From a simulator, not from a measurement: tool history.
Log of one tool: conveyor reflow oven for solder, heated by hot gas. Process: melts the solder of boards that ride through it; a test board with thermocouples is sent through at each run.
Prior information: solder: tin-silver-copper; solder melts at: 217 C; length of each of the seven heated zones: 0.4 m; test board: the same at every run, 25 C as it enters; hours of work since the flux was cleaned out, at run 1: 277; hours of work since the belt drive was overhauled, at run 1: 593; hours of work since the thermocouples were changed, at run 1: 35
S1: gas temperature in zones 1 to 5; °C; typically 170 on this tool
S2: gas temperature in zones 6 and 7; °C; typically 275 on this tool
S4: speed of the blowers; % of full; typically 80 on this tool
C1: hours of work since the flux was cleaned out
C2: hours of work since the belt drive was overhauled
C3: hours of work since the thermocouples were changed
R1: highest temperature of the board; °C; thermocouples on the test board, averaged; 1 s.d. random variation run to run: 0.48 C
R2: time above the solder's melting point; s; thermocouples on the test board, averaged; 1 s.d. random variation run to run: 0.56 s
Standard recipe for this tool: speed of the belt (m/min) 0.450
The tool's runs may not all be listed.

{"run": 1, "hour": 0.0, "S1": 170, "S2": 275, "speed of the belt (m/min)": 0.45, "S4": 80, "C1": 277, "C2": 593, "C3": 35, "R1": 259.2, "R2": 85.4}
{"run": 2, "hour": 7.3, "S1": 170, "S2": 275, "speed of the belt (m/min)": 0.45, "S4": 80, "C1": 283, "C2": 599, "C3": 41, "R1": 259.7, "R2": 85.7}
{"run": 3, "hour": 12.3, "S1": 170, "S2": 275, "speed of the belt (m/min)": 0.45, "S4": 80, "C1": 287, "C2": 603, "C3": 44, "R1": 259.1, "R2": 85.4}
{"run": 4, "hour": 21.5, "S1": 170, "S2": 266, "speed of the belt (m/min)": 0.45, "S4": 80, "C1": 294, "C2": 610, "C3": 52, "R1": 250.1, "R2": 78.3}
{"run": 5, "hour": 27.0, "S1": 170, "S2": 266, "speed of the belt (m/min)": 0.45, "S4": 80, "C1": 298, "C2": 614, "C3": 56, "R1": 251.5, "R2": 78.6}
{"run": 6, "hour": 33.5, "S1": 170, "S2": 275, "speed of the belt (m/min)": 0.45, "S4": 80, "C1": 304, "C2": 619, "C3": 61, "R1": 259.1, "R2": 84.8}
{"run": 7, "hour": 41.7, "S1": 170, "S2": 275, "speed of the belt (m/min)": 0.45, "S4": 80, "C1": 310, "C2": 626, "C3": 68, "R1": 258.8, "R2": 85.1}
{"run": 8, "hour": 50.4, "S1": 170, "S2": 275, "speed of the belt (m/min)": 0.45, "S4": 80, "C1": 317, "C2": 633, "C3": 75, "R1": 259.3, "R2": 84.4}
{"run": 9, "hour": 59.5, "S1": 170, "S2": 275, "speed of the belt (m/min)": 0.45, "S4": 80, "C1": 324, "C2": 640, "C3": 82, "R1": 258.5, "R2": 85.2}
{"run": 10, "hour": 68.4, "S1": 170, "S2": 275, "speed of the belt (m/min)": 0.45, "S4": 80, "C1": 331, "C2": 647, "C3": 89, "R1": 258.9, "R2": 84.3}
{"run": 11, "hour": 73.7, "S1": 170, "S2": 275, "speed of the belt (m/min)": 0.45, "S4": 80, "C1": 335, "C2": 651, "C3": 93, "R1": 259.0, "R2": 84.0}
{"run": 12, "hour": 78.3, "S1": 170, "S2": 286, "speed of the belt (m/min)": 0.45, "S4": 80, "C1": 339, "C2": 655, "C3": 97, "R1": 269.0, "R2": 92.1}
{"run": 13, "hour": 87.6, "S1": 170, "S2": 275, "speed of the belt (m/min)": 0.539, "S4": 80, "C1": 347, "C2": 662, "C3": 104, "R1": 252.0, "R2": 64.1}
{"run": 14, "hour": 92.2, "S1": 170, "S2": 275, "speed of the belt (m/min)": 0.45, "S4": 80, "C1": 350, "C2": 666, "C3": 108, "R1": 258.7, "R2": 84.7}
{"run": 15, "hour": 101.3, "S1": 170, "S2": 275, "speed of the belt (m/min)": 0.45, "S4": 80, "C1": 357, "C2": 673, "C3": 115, "R1": 258.5, "R2": 84.8}
{"run": 16, "hour": 106.7, "S1": 170, "S2": 275, "speed of the belt (m/min)": 0.45, "S4": 80, "C1": 362, "C2": 678, "C3": 119, "R1": 259.2, "R2": 84.9}
{"hour": 119.3, "done": "flux residue cleaned out of gas plates and filters"}
{"run": 17, "hour": 120.8, "S1": 178, "S2": 267, "speed of the belt (m/min)": 0.45, "S4": 80, "C1": 1, "C2": 685, "C3": 127, "R1": 255.8, "R2": 87.6}
{"run": 18, "hour": 126.4, "S1": 165, "S2": 268, "speed of the belt (m/min)": 0.521, "S4": 54, "C1": 6, "C2": 689, "C3": 131, "R1": 242.9, "R2": 53.5}
{"run": 19, "hour": 134.9, "S1": 170, "S2": 265, "speed of the belt (m/min)": 0.514, "S4": 77, "C1": 12, "C2": 696, "C3": 138, "R1": 248.4, "R2": 64.6}
{"run": 20, "hour": 142.0, "S1": 183, "S2": 282, "speed of the belt (m/min)": 0.45, "S4": 80, "C1": 18, "C2": 702, "C3": 143, "R1": 269.6, "R2": 99.8}
{"run": 21, "hour": 148.5, "S1": 183, "S2": 282, "speed of the belt (m/min)": 0.45, "S4": 80, "C1": 23, "C2": 707, "C3": 149, "R1": 268.9, "R2": 98.9}
{"run": 22, "hour": 153.4, "S1": 183, "S2": 289, "speed of the belt (m/min)": 0.529, "S4": 62, "C1": 27, "C2": 711, "C3": 153, "R1": 266.2, "R2": 80.3}
{"run": 23, "hour": 161.3, "S1": 170, "S2": 265, "speed of the belt (m/min)": 0.45, "S4": 76, "C1": 33, "C2": 717, "C3": 159, "R1": 251.1, "R2": 79.9}
{"run": 24, "hour": 170.3, "S1": 170, "S2": 265, "speed of the belt (m/min)": 0.41, "S4": 76, "C1": 41, "C2": 724, "C3": 166, "R1": 253.9, "R2": 89.7}
{"run": 25, "hour": 177.9, "S1": 163, "S2": 268, "speed of the belt (m/min)": 0.41, "S4": 72, "C1": 47, "C2": 730, "C3": 172, "R1": 255.3, "R2": 88.2}
{"run": 26, "hour": 186.8, "S1": 163, "S2": 268, "speed of the belt (m/min)": 0.41, "S4": 72, "C1": 54, "C2": 737, "C3": 179, "R1": 255.8, "R2": 88.9}
{"run": 27, "hour": 194.7, "S1": 163, "S2": 268, "speed of the belt (m/min)": 0.41, "S4": 72, "C1": 60, "C2": 744, "C3": 185, "R1": 254.8, "R2": 86.7}
{"run": 28, "hour": 199.3, "S1": 170, "S2": 275, "speed of the belt (m/min)": 0.498, "S4": 80, "C1": 64, "C2": 747, "C3": 189, "R1": 258.0, "R2": 76.1}
{"run": 29, "hour": 204.6, "S1": 170, "S2": 275, "speed of the belt (m/min)": 0.498, "S4": 62, "C1": 68, "C2": 751, "C3": 193, "R1": 253.8, "R2": 70.5}
{"run": 30, "hour": 210.4, "S1": 170, "S2": 275, "speed of the belt (m/min)": 0.407, "S4": 62, "C1": 72, "C2": 756, "C3": 198, "R1": 259.4, "R2": 95.7}
{"run": 31, "hour": 214.7, "S1": 170, "S2": 275, "speed of the belt (m/min)": 0.407, "S4": 62, "C1": 76, "C2": 759, "C3": 201, "R1": 260.8, "R2": 96.9}

3 ways to go on from here, each from the tool as it stands after run 31. What would each give?
{"run": "A", "hour": 224.6, "S1": 173, "S2": 281, "speed of the belt (m/min)": 0.45, "S4": 74, "C1": 84, "C2": 767, "C3": 209, "R1": "?", "R2": "?"}
{"run": "B", "hour": 224.6, "S1": 170, "S2": 276, "speed of the belt (m/min)": 0.458, "S4": 55, "C1": 84, "C2": 767, "C3": 209, "R1": "?", "R2": "?"}
{"run": "C", "hour": 224.6, "S1": 170, "S2": 275, "speed of the belt (m/min)": 0.45, "S4": 70, "C1": 84, "C2": 767, "C3": 209, "R1": "?", "R2": "?"}

run=A R1=266.3 R2=91.8
run=B R1=255.5 R2=78.9
run=C R1=258.4 R2=85.8
Had the tool no hidden state, the same runs would have come out as:
run=A R1=267.1 R2=91.2
run=B R1=256.2 R2=78.5
run=C R1=259.2 R2=85.4
